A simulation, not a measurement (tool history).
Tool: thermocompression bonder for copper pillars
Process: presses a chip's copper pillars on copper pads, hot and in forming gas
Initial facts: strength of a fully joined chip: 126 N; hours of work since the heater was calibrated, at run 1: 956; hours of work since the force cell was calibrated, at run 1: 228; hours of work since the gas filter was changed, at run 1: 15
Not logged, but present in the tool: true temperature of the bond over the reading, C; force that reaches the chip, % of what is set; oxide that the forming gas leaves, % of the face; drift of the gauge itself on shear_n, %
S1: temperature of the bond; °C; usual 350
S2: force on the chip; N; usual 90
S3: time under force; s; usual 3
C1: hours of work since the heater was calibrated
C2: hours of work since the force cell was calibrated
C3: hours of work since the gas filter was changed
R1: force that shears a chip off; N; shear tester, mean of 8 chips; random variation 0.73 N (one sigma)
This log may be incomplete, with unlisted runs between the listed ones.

run	hour	S1	S2	S3	C1	C2	C3	R1
1	0	350	90	3	956	228	15	56.2
2	20.4	350	90	3	971	242	29	57.1
3	44.5	350	90	3	988	260	47	56.2
4	63.9	350	90	3	1002	274	61	58
5	96.6	350	90	3	1026	298	85	57.2
6	116.2	350	90	3	1040	312	99	59.2
7	131.6	350	90	8	1051	323	110	78.1
8	155.3	350	90	8	1068	340	127	79
9	180.7	350	90	8	1087	359	146	77.7
10	206	345	90	8	1105	377	164	75.1
11	237.4	345	90	8	1128	400	187	74.9
12	263.9	345	71	8	1147	419	206	66.2
13	296.2	345	71	8	1171	442	229	64.2
# hour 301.8: forming gas filter changed
14	327.6	345	71	8	1193	465	19	68.4
15	350.4	345	71	8	1209	481	35	67.6
16	377.3	345	71	8	1229	501	55	67.3
17	398.6	345	71	8	1244	516	70	66.3
18	415	345	71	8	1256	528	82	66.9
19	431.7	350	90	3	1268	540	94	57.9
20	463.2	331	90	3	1291	563	117	46.7
21	487.4	331	90	3	1309	580	134	46.8
22	501.4	350	78	2	1319	591	145	44.7
23	526.3	365	94	3	1337	609	163	68.5
24	543.6	341	82	3	1350	621	175	49.5
25	576	346	106	3	1373	645	199	60.7
26	600.7	379	106	3	1391	663	217	81.9
27	615	379	106	3	1401	673	227	83.8
# hour 623.7: forming gas filter changed
28	647.3	370	90	2	1424	696	17	63.6
29	672.1	367	133	6	1442	714	35	99.5
30	693.3	367	133	6	1458	729	50	103.1
31	714.2	350	103	4	1473	744	66	70.3
# hour 724.7: heater calibrated with a thermocouple chip
32	735.5	365	91	5	8	758	80	75.3
33	763.3	340	101	9	28	779	100	76.8
34	791.5	340	101	9	48	799	120	75.4
35	818	374	55	7	68	818	139	68.3
36	849.9	362	86	3	91	841	163	59.4
37	882.7	350	90	2	114	865	186	45.2
38	904.1	336	123	2	130	881	202	48.1
39	923	336	123	2	144	894	215	48.9
# hour 948.3: forming gas filter changed
40	955.3	348	90	2	167	917	5	46.5

Entry by entry between the runs, the difference in hidden state between the last listed run before and the first listed run after:
From run 13 to run 14: forming gas filter changed (hour 301.8)
  true temperature of the bond over the reading, C: 7.3 -> 7.4; force that reaches the chip, % of what is set: 101.8 -> 101.9; oxide that the forming gas leaves, % of the face: 3.29 -> 0.73
  difference, measured minus the result without the unlogged condition, R1: +3.6 -> +5.6 N
From run 27 to run 28: forming gas filter changed (hour 623.7)
  true temperature of the bond over the reading, C: 8.6 -> 8.8; force that reaches the chip, % of what is set: 102.6 -> 102.7; oxide that the forming gas leaves, % of the face: 3.3 -> 0.72
  difference, measured minus the result without the unlogged condition, R1: +4 -> +6 N
From run 31 to run 32: heater calibrated with a thermocouple chip (hour 724.7)
  true temperature of the bond over the reading, C: 9 -> -0.8; force that reaches the chip, % of what is set: 102.8 -> 102.9; oxide that the forming gas leaves, % of the face: 1.29 -> 1.46
  difference, measured minus the result without the unlogged condition, R1: +6.5 -> +0 N
From run 39 to run 40: forming gas filter changed (hour 948.3)
  true temperature of the bond over the reading, C: 0 -> 0.1; force that reaches the chip, % of what is set: 103.3 -> 103.4; oxide that the forming gas leaves, % of the face: 3.11 -> 0.7
  difference, measured minus the result without the unlogged condition, R1: -0.2 -> +1.1 N
